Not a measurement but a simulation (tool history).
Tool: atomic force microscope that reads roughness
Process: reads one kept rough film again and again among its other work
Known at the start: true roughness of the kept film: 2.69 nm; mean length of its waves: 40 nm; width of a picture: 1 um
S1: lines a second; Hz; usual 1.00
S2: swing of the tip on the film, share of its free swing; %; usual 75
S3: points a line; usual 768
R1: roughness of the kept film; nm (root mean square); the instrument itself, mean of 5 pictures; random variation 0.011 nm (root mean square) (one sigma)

{"run": 1, "hour": 0.0, "S1": 1.0, "S2": 75, "S3": 768, "R1": 2.478}
{"run": 2, "hour": 11.0, "S1": 1.0, "S2": 75, "S3": 768, "R1": 2.488}
{"run": 3, "hour": 18.8, "S1": 1.0, "S2": 75, "S3": 768, "R1": 2.474}
{"run": 4, "hour": 30.2, "S1": 1.0, "S2": 75, "S3": 768, "R1": 2.474}
{"run": 5, "hour": 38.6, "S1": 1.0, "S2": 75, "S3": 768, "R1": 2.478}
{"run": 6, "hour": 55.8, "S1": 1.0, "S2": 75, "S3": 768, "R1": 2.517}
{"run": 7, "hour": 72.3, "S1": 1.0, "S2": 75, "S3": 768, "R1": 2.489}
{"run": 8, "hour": 83.1, "S1": 1.0, "S2": 75, "S3": 768, "R1": 2.479}
{"run": 9, "hour": 97.8, "S1": 3.22, "S2": 75, "S3": 768, "R1": 2.269}
{"run": 10, "hour": 109.5, "S1": 1.05, "S2": 75, "S3": 768, "R1": 2.46}
{"run": 11, "hour": 123.1, "S1": 1.05, "S2": 75, "S3": 265, "R1": 2.468}
{"run": 12, "hour": 134.2, "S1": 1.05, "S2": 75, "S3": 265, "R1": 2.463}
{"run": 13, "hour": 148.6, "S1": 1.0, "S2": 75, "S3": 768, "R1": 2.524}
{"run": 14, "hour": 157.6, "S1": 1.0, "S2": 75, "S3": 768, "R1": 2.507}
{"run": 15, "hour": 166.1, "S1": 1.0, "S2": 75, "S3": 289, "R1": 2.47}
{"run": 16, "hour": 175.6, "S1": 3.45, "S2": 75, "S3": 289, "R1": 2.249}
{"run": 17, "hour": 185.4, "S1": 3.45, "S2": 75, "S3": 289, "R1": 2.262}
{"run": 18, "hour": 197.5, "S1": 3.45, "S2": 75, "S3": 566, "R1": 2.235}
{"run": 19, "hour": 213.6, "S1": 1.0, "S2": 86, "S3": 768, "R1": 2.416}
{"run": 20, "hour": 226.2, "S1": 1.0, "S2": 86, "S3": 768, "R1": 2.415}
{"run": 21, "hour": 235.9, "S1": 1.0, "S2": 86, "S3": 768, "R1": 2.401}
{"run": 22, "hour": 253.8, "S1": 1.0, "S2": 73, "S3": 768, "R1": 2.495}
{"run": 23, "hour": 263.3, "S1": 1.0, "S2": 75, "S3": 567, "R1": 2.495}
{"run": 24, "hour": 279.3, "S1": 1.63, "S2": 75, "S3": 768, "R1": 2.448}
{"run": 25, "hour": 295.9, "S1": 1.63, "S2": 75, "S3": 768, "R1": 2.433}
{"run": 26, "hour": 313.7, "S1": 1.0, "S2": 75, "S3": 768, "R1": 2.48}
{"run": 27, "hour": 327.9, "S1": 1.0, "S2": 75, "S3": 768, "R1": 2.483}
{"run": 28, "hour": 340.2, "S1": 2.13, "S2": 58, "S3": 314, "R1": 2.509}
{"run": 29, "hour": 354.2, "S1": 2.13, "S2": 58, "S3": 314, "R1": 2.494}
{"run": 30, "hour": 361.8, "S1": 0.71, "S2": 66, "S3": 768, "R1": 2.539}
{"run": 31, "hour": 372.1, "S1": 3.69, "S2": 66, "S3": 351, "R1": 2.359}
{"run": 32, "hour": 381.7, "S1": 3.69, "S2": 66, "S3": 351, "R1": 2.345}
{"run": 33, "hour": 398.8, "S1": 1.99, "S2": 71, "S3": 286, "R1": 2.403}
{"run": 34, "hour": 408.0, "S1": 0.59, "S2": 87, "S3": 644, "R1": 2.486}
{"run": 35, "hour": 420.2, "S1": 2.76, "S2": 66, "S3": 818, "R1": 2.409}
{"run": 36, "hour": 429.4, "S1": 2.76, "S2": 66, "S3": 818, "R1": 2.408}
{"run": 37, "hour": 437.4, "S1": 3.8, "S2": 63, "S3": 453, "R1": 2.381}
{"run": 38, "hour": 454.6, "S1": 1.0, "S2": 75, "S3": 259, "R1": 2.474}
{"run": 39, "hour": 463.5, "S1": 3.53, "S2": 75, "S3": 640, "R1": 2.256}
{"run": 40, "hour": 479.3, "S1": 1.01, "S2": 75, "S3": 768, "R1": 2.476}
{"run": 41, "hour": 489.7, "S1": 0.54, "S2": 75, "S3": 768, "R1": 2.549}
{"run": 42, "hour": 504.3, "S1": 0.84, "S2": 75, "S3": 330, "R1": 2.486}
{"run": 43, "hour": 521.8, "S1": 0.66, "S2": 59, "S3": 768, "R1": 2.551}
{"run": 44, "hour": 537.3, "S1": 0.66, "S2": 77, "S3": 768, "R1": 2.535}
{"run": 45, "hour": 547.7, "S1": 0.66, "S2": 77, "S3": 768, "R1": 2.517}
{"run": 46, "hour": 564.7, "S1": 0.93, "S2": 71, "S3": 807, "R1": 2.489}
{"run": 47, "hour": 574.9, "S1": 0.93, "S2": 71, "S3": 807, "R1": 2.505}
{"run": 48, "hour": 588.2, "S1": 0.93, "S2": 71, "S3": 355, "R1": 2.49}
{"run": 49, "hour": 604.9, "S1": 3.45, "S2": 80, "S3": 768, "R1": 2.173}
{"run": 50, "hour": 620.7, "S1": 3.22, "S2": 75, "S3": 1021, "R1": 2.275}
{"run": 51, "hour": 634.9, "S1": 1.4, "S2": 56, "S3": 775, "R1": 2.548}
{"run": 52, "hour": 644.9, "S1": 1.25, "S2": 75, "S3": 585, "R1": 2.467}
{"run": 53, "hour": 652.6, "S1": 1.25, "S2": 75, "S3": 585, "R1": 2.435}

Taken out of this log: 3 entries between the listed runs. Where each belongs, and how the hidden state differs across it:
Between runs 18 and 19: new tip fitted (hour 203.7)
  radius of the tip, nm: 5.2 -> 5
Between runs 34 and 35: new tip fitted (hour 411.0)
  radius of the tip, nm: 5.2 -> 5
Between runs 49 and 50: new tip fitted (hour 618.3)
  radius of the tip, nm: 5.2 -> 5
